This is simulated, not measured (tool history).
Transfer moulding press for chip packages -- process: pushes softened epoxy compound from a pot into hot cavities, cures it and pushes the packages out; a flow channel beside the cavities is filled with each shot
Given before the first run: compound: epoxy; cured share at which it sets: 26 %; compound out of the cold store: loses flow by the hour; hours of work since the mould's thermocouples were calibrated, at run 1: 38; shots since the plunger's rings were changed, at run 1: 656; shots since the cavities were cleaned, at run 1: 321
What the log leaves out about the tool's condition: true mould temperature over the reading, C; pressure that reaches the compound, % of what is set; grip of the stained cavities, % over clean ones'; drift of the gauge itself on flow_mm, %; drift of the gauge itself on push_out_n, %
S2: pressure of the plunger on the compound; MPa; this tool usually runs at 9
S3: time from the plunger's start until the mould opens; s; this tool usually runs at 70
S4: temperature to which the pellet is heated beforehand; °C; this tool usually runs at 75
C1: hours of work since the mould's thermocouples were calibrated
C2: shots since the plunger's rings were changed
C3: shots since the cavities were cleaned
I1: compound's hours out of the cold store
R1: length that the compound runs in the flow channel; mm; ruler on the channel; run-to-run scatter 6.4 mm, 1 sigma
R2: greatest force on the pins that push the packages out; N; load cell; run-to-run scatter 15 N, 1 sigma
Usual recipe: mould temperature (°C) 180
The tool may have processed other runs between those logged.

Run 1, day 0: usual settings; C1 38; C2 656; C3 321; I1 44.8. Result: R1 879 mm, R2 951 N.
Run 2, day 0.508: usual settings; C1 43; C2 773; C3 438; I1 11.7. Result: R1 1039 mm, R2 1206 N.
Run 3, day 0.842: usual settings but S4 81 °C; C1 46; C2 850; C3 515; I1 10.8. Result: R1 1029 mm, R2 1182 N.
Run 4, day 1.396: usual settings but S4 81 °C; C1 52; C2 979; C3 644; I1 30.9. Result: R1 935 mm, R2 1177 N.
At day 1.588: cavities cleaned with cleaning compound and waxed.
Run 5, day 1.842: usual settings but S4 81 °C; C1 56; C2 1068; C3 60; I1 22.4. Result: R1 970 mm, R2 795 N.
Run 6, day 2.392: usual settings; C1 62; C2 1195; C3 187; I1 42.8. Result: R1 877 mm, R2 879 N.
Run 7, day 2.642: usual settings but S4 78 °C; C1 64; C2 1252; C3 244; I1 45. Result: R1 865 mm, R2 876 N.
Run 8, day 2.942: usual settings but S4 78 °C; C1 67; C2 1322; C3 314; I1 32.3. Result: R1 918 mm, R2 941 N.
Run 9, day 3.217: usual settings but S3 67 s; C1 70; C2 1385; C3 377; I1 23.5. Result: R1 961 mm, R2 1227 N.
Run 10, day 3.567: usual settings; C1 74; C2 1467; C3 459; I1 14.8. Result: R1 1015 mm, R2 1184 N.
Run 11, day 3.983: usual settings; C1 78; C2 1563; C3 555; I1 34.7. Result: R1 904 mm, R2 1090 N.
Run 12, day 4.304: usual settings; C1 82; C2 1637; C3 629; I1 21.2. Result: R1 971 mm, R2 1250 N.
At day 4.546: cavities cleaned with cleaning compound and waxed.
Run 13, day 4.696: usual settings; C1 85; C2 1713; C3 35; I1 24.7. Result: R1 946 mm, R2 781 N.
Run 14, day 4.988: usual settings; C1 88; C2 1780; C3 102; I1 13.4. Result: R1 1004 mm, R2 910 N.
Run 15, day 5.404: usual settings but mould temperature (°C) 186, S2 9.78 MPa, S3 60 s, S4 67 °C; C1 92; C2 1876; C3 198; I1 26.7. Result: R1 965 mm, R2 1025 N.
Run 16, day 5.975: usual settings but S3 104 s, S4 77 °C; C1 98; C2 2009; C3 331; I1 25.6. Result: R1 938 mm, R2 488 N.
Run 17, day 6.392: usual settings but mould temperature (°C) 184, S2 8.59 MPa; C1 102; C2 2104; C3 426; I1 10.1. Result: R1 985 mm, R2 876 N.
Run 18, day 6.725: usual settings but S2 9.01 MPa, S4 77 °C; C1 106; C2 2182; C3 504; I1 14.6. Result: R1 986 mm, R2 1203 N.
Run 19, day 7.05: usual settings but mould temperature (°C) 188, S3 88 s, S4 72 °C; C1 109; C2 2257; C3 579; I1 21.6. Result: R1 920 mm, R2 531 N.
Run 20, day 7.312: usual settings but mould temperature (°C) 188, S3 88 s, S4 72 °C; C1 112; C2 2318; C3 640; I1 47.5. Result: R1 816 mm, R2 527 N.
At day 7.504: cavities cleaned with cleaning compound and waxed.
Run 21, day 7.879: usual settings but mould temperature (°C) 175, S3 51 s; C1 117; C2 2434; C3 87; I1 9.3. Result: R1 1031 mm, R2 2019 N.
Run 22, day 8.417: usual settings but mould temperature (°C) 182, S2 7.84 MPa, S3 84 s, S4 81 °C; C1 123; C2 2558; C3 211; I1 35.6. Result: R1 811 mm, R2 501 N.
Run 23, day 8.742: usual settings but mould temperature (°C) 186, S2 7.84 MPa, S3 84 s, S4 73 °C; C1 126; C2 2634; C3 287; I1 47.4. Result: R1 760 mm, R2 485 N.
Run 24, day 9.262: usual settings but mould temperature (°C) 186, S2 7.84 MPa, S3 84 s, S4 73 °C; C1 132; C2 2754; C3 407; I1 22.4. Result: R1 856 mm, R2 510 N.
Run 25, day 9.671: usual settings but mould temperature (°C) 185, S2 8.43 MPa, S3 84 s, S4 73 °C; C1 136; C2 2848; C3 501; I1 9.5. Result: R1 949 mm, R2 570 N.
Run 26, day 9.925: usual settings but mould temperature (°C) 185, S2 8.43 MPa, S3 84 s, S4 73 °C; C1 138; C2 2907; C3 560; I1 36.2. Result: R1 819 mm, R2 549 N.
Run 27, day 10.25: usual settings but S4 72 °C; C1 142; C2 2982; C3 635; I1 31.9. Result: R1 887 mm, R2 1192 N.
At day 10.462: cavities cleaned with cleaning compound and waxed.
Run 28, day 10.696: usual settings but mould temperature (°C) 176, S2 9.67 MPa, S3 91 s, S4 79 °C; C1 146; C2 3071; C3 54; I1 37.8. Result: R1 906 mm, R2 523 N.

4 ways to go on from here, each from the tool as it stands after run 28. What would each give?
Run A, day 11.167: usual settings but S4 82 °C; C1 151; C2 3180; C3 163; I1 41.9. Result: R1 ?, R2 ?.
Run B, day 11.167: usual settings but S2 7.63 MPa, S3 56 s, S4 76 °C; C1 151; C2 3180; C3 163; I1 26.9. Result: R1 ?, R2 ?.
Run C, day 11.167: usual settings but S2 10.74 MPa, S3 104 s; C1 151; C2 3180; C3 163; I1 44. Result: R1 ?, R2 ?.
Run D, day 11.167: usual settings but mould temperature (°C) 184, S2 9.67 MPa, S3 50 s, S4 72 °C; C1 151; C2 3180; C3 163; I1 45.9. Result: R1 ?, R2 ?.

run   R1    R2
  A  832   840
  B  829  1634
  C  920   410
  D  838  1604
Take away the tool's hidden state, keep each run's random variation, and the runs would have read:
run   R1    R2
  A  884   647
  B  881  1277
  C  977   323
  D  891  1254
